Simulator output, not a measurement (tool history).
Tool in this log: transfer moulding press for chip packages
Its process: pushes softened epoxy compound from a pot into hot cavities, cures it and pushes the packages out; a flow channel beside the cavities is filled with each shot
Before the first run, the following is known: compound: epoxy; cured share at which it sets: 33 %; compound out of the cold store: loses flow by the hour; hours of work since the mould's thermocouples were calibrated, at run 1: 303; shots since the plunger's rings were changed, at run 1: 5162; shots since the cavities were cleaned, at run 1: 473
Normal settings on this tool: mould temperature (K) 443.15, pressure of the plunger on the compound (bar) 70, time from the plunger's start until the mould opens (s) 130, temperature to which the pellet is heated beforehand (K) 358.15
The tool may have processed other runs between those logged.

| run | day | mould temperature (K) | pressure of the plunger on the compound (bar) | time from the plunger's start until the mould opens (s) | temperature to which the pellet is heated beforehand (K) | hours of work since the mould's thermocouples were calibrated | shots since the plunger's rings were changed | shots since the cavities were cleaned | incoming compound's hours out of the cold store | length that the compound runs in the flow channel (mm) | greatest force on the pins that push the packages out (N) |
|---|---|---|---|---|---|---|---|---|---|---|---|
| 1 | 0 | 443.15 | 70 | 130 | 358.15 | 303 | 5162 | 473 | 39.1 | 632 | 493 |
| 2 | 0.754 | 443.15 | 70 | 130 | 350.15 | 313 | 5315 | 626 | 22.3 | 689 | 567 |
| 3 | 1.421 | 443.15 | 70 | 130 | 350.15 | 323 | 5451 | 762 | 36.3 | 634 | 588 |
|  | 2.438 | cavities cleaned with cleaning compound and waxed |
| 4 | 2.496 | 443.15 | 86.9 | 130 | 350.15 | 337 | 5658 | 12 | 20.2 | 771 | 364 |
| 5 | 3.108 | 443.15 | 70 | 130 | 358.15 | 346 | 5783 | 137 | 42.3 | 623 | 408 |
| 6 | 3.75 | 443.15 | 70 | 130 | 358.15 | 355 | 5914 | 268 | 19.5 | 693 | 455 |
| 7 | 4.275 | 441.15 | 83.2 | 131 | 358.15 | 362 | 6021 | 375 | 32.3 | 710 | 532 |
| 8 | 4.779 | 450.15 | 83.2 | 153 | 360.15 | 370 | 6124 | 478 | 9.3 | 757 | 419 |
|  | 5.754 | plunger's sealing rings changed |
| 9 | 5.879 | 450.15 | 83.2 | 153 | 360.15 | 384 | 25 | 681 | 19.8 | 800 | 433 |
| 10 | 6.521 | 444.15 | 76.2 | 162 | 355.15 | 393 | 156 | 812 | 36.9 | 721 | 467 |
|  | 7.258 | cavities cleaned with cleaning compound and waxed |
| 11 | 7.542 | 437.15 | 58.2 | 139 | 351.15 | 406 | 352 | 59 | 42.3 | 638 | 490 |
| 12 | 8.129 | 450.15 | 70 | 131 | 358.15 | 415 | 471 | 178 | 47.2 | 649 | 348 |

How the hidden state differs across the entries between the runs, from the last listed run before each to the first after it:
Run 3 -> run 4: cavities cleaned with cleaning compound and waxed (day 2.438)
  true mould temperature over the reading, C: -0.63 -> -0.66; pressure that reaches the compound, % of what is set: 85.97 -> 85.44; grip of the stained cavities, % over clean ones': 71.5 -> 4.7
  the result without the hidden state subtracted from the measured one, length that the compound runs in the flow channel (mm): -48 -> -60; greatest force on the pins that push the packages out (N): +253 -> +28
Run 8 -> run 9: plunger's sealing rings changed (day 5.754)
  true mould temperature over the reading, C: -0.72 -> -0.75; pressure that reaches the compound, % of what is set: 84.25 -> 99.82; grip of the stained cavities, % over clean ones': 56.7 -> 69.1
  the result without the hidden state subtracted from the measured one, length that the compound runs in the flow channel (mm): -65 -> +2; greatest force on the pins that push the packages out (N): +152 -> +179
Run 10 -> run 11: cavities cleaned with cleaning compound and waxed (day 7.258)
  true mould temperature over the reading, C: -0.77 -> -0.79; pressure that reaches the compound, % of what is set: 99.47 -> 98.94; grip of the stained cavities, % over clean ones': 75.2 -> 13.1
  the result without the hidden state subtracted from the measured one, length that the compound runs in the flow channel (mm): +1 -> -1; greatest force on the pins that push the packages out (N): +203 -> +80

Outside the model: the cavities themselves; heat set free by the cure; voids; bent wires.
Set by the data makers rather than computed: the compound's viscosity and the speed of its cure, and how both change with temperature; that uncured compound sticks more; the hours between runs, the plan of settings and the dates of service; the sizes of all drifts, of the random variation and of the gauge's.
